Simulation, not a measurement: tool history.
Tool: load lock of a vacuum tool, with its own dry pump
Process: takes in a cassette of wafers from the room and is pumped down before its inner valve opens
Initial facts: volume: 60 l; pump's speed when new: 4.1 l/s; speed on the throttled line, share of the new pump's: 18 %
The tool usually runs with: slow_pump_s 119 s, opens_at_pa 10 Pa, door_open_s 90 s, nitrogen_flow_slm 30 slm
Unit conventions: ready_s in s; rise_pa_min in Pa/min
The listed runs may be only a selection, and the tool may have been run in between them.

run	hour	slow_pump_s	opens_at_pa	door_open_s	nitrogen_flow_slm	incoming humidity of the room's air, %	ready_s	rise_pa_min
1	0	119	10	90	30	40	232.7	0.024
2	77	119	10	90	30	46.3	232.5	0.026
3	151.6	119	10	90	30	43.1	231	0.03
4	188.2	119	10	90	30	46	229.9	0.029
5	276.4	119	10	90	30	43.5	229.5	0.032
6	317.4	119	10	90	30	44.7	232.9	0.027
7	388.4	119	10	90	30	44.5	231.1	0.033
8	459.2	119	10	90	30	41.5	229.8	0.027
9	547.3	119	10	90	30	47	230.9	0.027
10	597.4	119	9	90	30	44.4	231.4	0.023
11	650.5	119	9	90	30	46.1	232.9	0.032
12	735.6	119	9	90	30	45.1	231.8	0.032
13	775	119	9	90	30	43.4	235.3	0.026
14	812.5	119	9	90	30	43.5	232.1	0.025
15	854.7	119	9	90	30	44.2	234.1	0.03
16	893.1	119	10	76	30	44.7	232	0.028
17	939.4	119	10	76	30	39	231.4	0.024
18	1023.2	119	10	76	30	46.6	230.4	0.029
19	1113.5	119	10	76	30	47.2	230.6	0.026
20	1197.3	123	10	76	30	45	236.7	0.025
21	1251.7	149	20	90	34	48.9	245.2	0.032
22	1332.6	95	10	90	30	45.5	213.9	0.026
23	1415.6	166	9	90	30	45.2	273.1	0.03
24	1491.7	166	10	30	30	46.3	267.9	0.025
25	1532.2	166	10	30	30	46.5	272.4	0.02
26	1610.4	195	10	90	10	44.1	291.9	0.044
27	1684.1	61	13	95	10	45.4	179.9	0.04
28	1751.4	119	10	90	11	47.2	233.8	0.048
29	1838.5	119	10	90	11	44.6	230	0.041
30	1913.1	116	10	90	20	44.6	230.6	0.033
31	1976.2	119	10	41	30	48.1	233.7	0.021
32	2019.4	119	10	41	30	48.5	233.1	0.022
33	2056	119	10	31	30	43.1	232.2	0.02
34	2124.9	220	18	90	30	48.8	304.7	0.034
35	2207.4	220	18	90	30	42.9	301.9	0.03
36	2252.5	220	18	90	30	43.1	307.2	0.029

Each row is a separate what-if for the run after 36, all from the same tool condition, not one after another. Results?
A	2302.9	226	18	90	5	41.2	?	?
B	2302.9	119	18	90	10	49.8	?	?
C	2302.9	119	11	90	30	46	?	?
D	2302.9	168	10	90	17	46.5	?	?

run	ready_s	rise_pa_min
A	313.7	0.049
B	224.1	0.052
C	231.7	0.03
D	274.1	0.038
Take away the tool's hidden state, keep each run's random variation, and the runs would have read:
run	ready_s	rise_pa_min
A	313.7	0.049
B	224	0.051
C	231.7	0.03
D	274.1	0.038
